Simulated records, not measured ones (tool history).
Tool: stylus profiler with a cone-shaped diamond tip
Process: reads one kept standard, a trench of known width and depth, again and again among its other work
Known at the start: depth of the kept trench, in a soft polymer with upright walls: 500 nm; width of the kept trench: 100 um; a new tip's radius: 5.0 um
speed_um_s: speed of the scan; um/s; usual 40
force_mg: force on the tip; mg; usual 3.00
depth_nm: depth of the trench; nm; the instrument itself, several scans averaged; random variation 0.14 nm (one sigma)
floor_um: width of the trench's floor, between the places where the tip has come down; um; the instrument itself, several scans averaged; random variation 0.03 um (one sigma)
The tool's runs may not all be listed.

{"run": 1, "hour": 0.0, "speed_um_s": 40, "force_mg": 3.0, "depth_nm": 508.58, "floor_um": 95.54}
{"run": 2, "hour": 18.2, "speed_um_s": 38, "force_mg": 3.0, "depth_nm": 508.54, "floor_um": 95.6}
{"run": 3, "hour": 43.8, "speed_um_s": 38, "force_mg": 3.0, "depth_nm": 508.64, "floor_um": 95.58}
{"run": 4, "hour": 56.6, "speed_um_s": 34, "force_mg": 3.0, "depth_nm": 508.63, "floor_um": 95.55}
{"run": 5, "hour": 77.5, "speed_um_s": 40, "force_mg": 3.0, "depth_nm": 508.83, "floor_um": 95.54}
{"run": 6, "hour": 97.0, "speed_um_s": 40, "force_mg": 3.0, "depth_nm": 508.49, "floor_um": 95.56}
{"run": 7, "hour": 115.7, "speed_um_s": 40, "force_mg": 3.0, "depth_nm": 508.49, "floor_um": 95.56}
{"run": 8, "hour": 128.6, "speed_um_s": 40, "force_mg": 1.54, "depth_nm": 505.45, "floor_um": 95.58}
{"run": 9, "hour": 153.6, "speed_um_s": 40, "force_mg": 3.0, "depth_nm": 508.48, "floor_um": 95.57}
{"run": 10, "hour": 170.4, "speed_um_s": 40, "force_mg": 3.86, "depth_nm": 510.2, "floor_um": 95.56}
{"run": 11, "hour": 184.5, "speed_um_s": 94, "force_mg": 3.0, "depth_nm": 508.5, "floor_um": 95.51}
{"run": 12, "hour": 210.3, "speed_um_s": 94, "force_mg": 3.0, "depth_nm": 508.87, "floor_um": 95.51}
{"run": 13, "hour": 231.4, "speed_um_s": 10, "force_mg": 3.0, "depth_nm": 508.63, "floor_um": 95.66}
{"run": 14, "hour": 247.2, "speed_um_s": 10, "force_mg": 3.0, "depth_nm": 508.8, "floor_um": 95.65}
{"run": 15, "hour": 264.6, "speed_um_s": 10, "force_mg": 3.0, "depth_nm": 508.64, "floor_um": 95.67}
{"run": 16, "hour": 280.0, "speed_um_s": 40, "force_mg": 3.81, "depth_nm": 510.11, "floor_um": 95.62}
{"run": 17, "hour": 294.7, "speed_um_s": 40, "force_mg": 3.81, "depth_nm": 510.01, "floor_um": 95.63}
{"run": 18, "hour": 308.9, "speed_um_s": 40, "force_mg": 3.97, "depth_nm": 510.43, "floor_um": 95.59}
{"run": 19, "hour": 325.0, "speed_um_s": 40, "force_mg": 3.0, "depth_nm": 508.76, "floor_um": 95.61}
{"run": 20, "hour": 344.0, "speed_um_s": 40, "force_mg": 3.0, "depth_nm": 508.65, "floor_um": 95.54}
{"run": 21, "hour": 365.2, "speed_um_s": 40, "force_mg": 3.0, "depth_nm": 508.37, "floor_um": 95.58}
{"run": 22, "hour": 385.1, "speed_um_s": 40, "force_mg": 3.0, "depth_nm": 508.84, "floor_um": 95.61}
{"run": 23, "hour": 397.3, "speed_um_s": 40, "force_mg": 3.0, "depth_nm": 508.7, "floor_um": 95.56}
{"run": 24, "hour": 420.0, "speed_um_s": 40, "force_mg": 1.46, "depth_nm": 505.42, "floor_um": 95.54}
{"run": 25, "hour": 443.6, "speed_um_s": 21, "force_mg": 1.48, "depth_nm": 505.57, "floor_um": 95.62}
{"run": 26, "hour": 465.7, "speed_um_s": 21, "force_mg": 1.48, "depth_nm": 505.59, "floor_um": 95.58}
{"run": 27, "hour": 484.0, "speed_um_s": 21, "force_mg": 1.48, "depth_nm": 505.62, "floor_um": 95.57}
{"run": 28, "hour": 500.1, "speed_um_s": 41, "force_mg": 3.11, "depth_nm": 508.74, "floor_um": 95.58}
{"run": 29, "hour": 526.2, "speed_um_s": 14, "force_mg": 1.32, "depth_nm": 504.79, "floor_um": 95.62}
{"run": 30, "hour": 551.8, "speed_um_s": 26, "force_mg": 3.0, "depth_nm": 508.29, "floor_um": 95.53}
{"run": 31, "hour": 567.9, "speed_um_s": 24, "force_mg": 8.71, "depth_nm": 517.63, "floor_um": 95.61}
{"run": 32, "hour": 589.1, "speed_um_s": 12, "force_mg": 1.29, "depth_nm": 504.79, "floor_um": 95.62}
{"run": 33, "hour": 607.5, "speed_um_s": 12, "force_mg": 1.8, "depth_nm": 506.26, "floor_um": 95.59}
{"run": 34, "hour": 624.3, "speed_um_s": 23, "force_mg": 1.41, "depth_nm": 505.19, "floor_um": 95.57}
{"run": 35, "hour": 644.2, "speed_um_s": 23, "force_mg": 1.41, "depth_nm": 505.49, "floor_um": 95.68}
{"run": 36, "hour": 658.1, "speed_um_s": 23, "force_mg": 1.41, "depth_nm": 505.07, "floor_um": 95.58}

Forecast run 37:
{"run": 37, "hour": 675.6, "speed_um_s": 40, "force_mg": 4.14, "depth_nm": "?", "floor_um": "?"}

Run 37 gave depth_nm 510.78 nm, floor_um 95.58 um.
Without the tool's hidden state the same run would have given depth_nm 510.77 nm, floor_um 95.59 um.
